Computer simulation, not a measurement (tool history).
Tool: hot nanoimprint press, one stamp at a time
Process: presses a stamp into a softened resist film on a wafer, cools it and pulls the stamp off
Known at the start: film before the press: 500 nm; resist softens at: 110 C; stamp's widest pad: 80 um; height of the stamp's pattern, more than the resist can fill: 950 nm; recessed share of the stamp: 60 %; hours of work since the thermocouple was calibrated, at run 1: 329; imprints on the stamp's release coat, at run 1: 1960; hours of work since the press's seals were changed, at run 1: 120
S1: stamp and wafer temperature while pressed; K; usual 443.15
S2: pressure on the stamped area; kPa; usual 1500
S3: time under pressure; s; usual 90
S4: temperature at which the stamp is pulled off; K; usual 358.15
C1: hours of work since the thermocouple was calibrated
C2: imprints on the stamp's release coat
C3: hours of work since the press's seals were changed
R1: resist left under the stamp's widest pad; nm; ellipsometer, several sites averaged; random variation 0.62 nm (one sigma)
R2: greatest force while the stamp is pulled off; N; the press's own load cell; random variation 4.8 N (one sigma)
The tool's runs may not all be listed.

run,hour,S1,S2,S3,S4,C1,C2,C3,R1,R2
1,0.0,443.15,1500,90,358.15,329,1960,120,216.7,392
2,8.4,443.15,1500,90,358.15,335,2001,127,217.2,400
3,17.5,443.15,1500,90,358.15,343,2046,134,216.8,416
4,29.0,443.15,1500,90,358.15,352,2102,143,216.7,416
5,34.6,443.15,1500,90,364.15,356,2130,148,217.1,379
6,42.6,443.15,1160,90,358.15,363,2169,154,240.7,418
7,53.2,443.15,1160,90,358.15,371,2221,163,240.2,430
8,62.0,443.15,1160,90,358.15,378,2264,170,240.8,426
9,67.9,443.15,1500,90,358.15,383,2293,174,216.0,426
10,73.1,443.15,1770,90,358.15,387,2318,178,200.9,435
# hour 78.7: plate thermocouple calibrated
11,82.5,443.15,1770,90,358.15,3,2349,184,210.9,452
# hour 95.9: stamp cleaned and given a new release coat
12,98.6,445.15,1280,130,348.15,11,14,192,189.6,285
13,109.6,450.15,2400,46,361.15,20,68,200,171.9,230
14,114.9,450.15,2400,46,361.15,24,93,205,173.1,217
15,122.6,450.15,1820,148,361.15,30,132,211,118.0,235
16,133.9,450.15,1820,148,361.15,39,187,220,117.8,237
17,144.6,450.15,1820,148,361.15,48,239,228,117.7,232
18,152.7,454.15,1500,90,363.15,54,279,235,132.5,233
19,158.8,444.15,1030,136,348.15,59,309,240,212.5,304
20,164.0,444.15,1030,136,348.15,63,334,244,212.8,311
21,175.0,449.15,1500,90,351.15,72,388,253,168.2,303

3 ways to go on from here, each from the tool as it stands after run 21. What would each give?
A,186.3,448.15,960,170,351.15,81,444,262,?,?
B,186.3,433.15,990,90,345.15,81,444,262,?,?
C,186.3,442.15,980,90,358.15,81,444,262,?,?

run,R1,R2
A,165.3,297
B,383.9,327
C,277.6,273
Without the tool's hidden state the same runs would have given:
run,R1,R2
A,167.0,257
B,386.3,284
C,280.1,237

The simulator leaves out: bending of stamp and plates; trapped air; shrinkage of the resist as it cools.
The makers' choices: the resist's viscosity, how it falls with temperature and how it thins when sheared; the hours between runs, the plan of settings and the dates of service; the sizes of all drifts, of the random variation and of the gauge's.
